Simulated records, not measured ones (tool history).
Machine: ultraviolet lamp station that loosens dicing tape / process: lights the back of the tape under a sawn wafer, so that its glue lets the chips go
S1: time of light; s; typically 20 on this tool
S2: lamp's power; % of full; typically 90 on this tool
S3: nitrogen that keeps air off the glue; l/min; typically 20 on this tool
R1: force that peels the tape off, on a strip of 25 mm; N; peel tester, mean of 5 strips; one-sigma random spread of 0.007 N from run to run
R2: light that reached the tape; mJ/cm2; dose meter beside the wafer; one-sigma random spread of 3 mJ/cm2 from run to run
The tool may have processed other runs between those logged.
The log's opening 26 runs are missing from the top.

{"run": 27, "hour": 474.1, "S1": 11, "S2": 71, "S3": 18, "R1": 2.139, "R2": 172}
{"hour": 487.0, "done": "window cleaned of glue's vapour"}
{"run": 28, "hour": 487.8, "S1": 11, "S2": 71, "S3": 18, "R1": 1.955, "R2": 183}
{"run": 29, "hour": 501.8, "S1": 37, "S2": 90, "S3": 13, "R1": 0.108, "R2": 773}
{"run": 30, "hour": 515.9, "S1": 30, "S2": 90, "S3": 12, "R1": 0.173, "R2": 625}
{"run": 31, "hour": 539.4, "S1": 20, "S2": 90, "S3": 20, "R1": 0.335, "R2": 401}
{"run": 32, "hour": 561.3, "S1": 20, "S2": 90, "S3": 20, "R1": 0.333, "R2": 404}
{"run": 33, "hour": 582.5, "S1": 17, "S2": 62, "S3": 33, "R1": 0.931, "R2": 228}
{"run": 34, "hour": 597.2, "S1": 20, "S2": 69, "S3": 20, "R1": 0.693, "R2": 303}
{"run": 35, "hour": 612.2, "S1": 15, "S2": 89, "S3": 11, "R1": 1.153, "R2": 289}
{"run": 36, "hour": 630.9, "S1": 15, "S2": 89, "S3": 6, "R1": 1.748, "R2": 284}
{"run": 37, "hour": 643.5, "S1": 20, "S2": 63, "S3": 20, "R1": 0.925, "R2": 265}
{"run": 38, "hour": 665.3, "S1": 24, "S2": 100, "S3": 20, "R1": 0.185, "R2": 502}
{"run": 39, "hour": 677.2, "S1": 24, "S2": 100, "S3": 20, "R1": 0.187, "R2": 497}
{"run": 40, "hour": 696.2, "S1": 25, "S2": 87, "S3": 21, "R1": 0.243, "R2": 447}
{"run": 41, "hour": 721.7, "S1": 27, "S2": 72, "S3": 23, "R1": 0.31, "R2": 390}
{"run": 42, "hour": 743.8, "S1": 27, "S2": 72, "S3": 23, "R1": 0.351, "R2": 381}

3 ways to go on from here, each from the tool as it stands after run 42. What would each give?
{"run": "A", "hour": 763.3, "S1": 36, "S2": 86, "S3": 20, "R1": "?", "R2": "?"}
{"run": "B", "hour": 763.3, "S1": 23, "S2": 72, "S3": 23, "R1": "?", "R2": "?"}
{"run": "C", "hour": 763.3, "S1": 20, "S2": 72, "S3": 23, "R1": "?", "R2": "?"}

run=A R1=0.135 R2=606
run=B R1=0.518 R2=322
run=C R1=0.744 R2=285
What these runs would have given with no unlogged condition in the tool:
run=A R1=0.102 R2=778
run=B R1=0.266 R2=413
run=C R1=0.402 R2=366
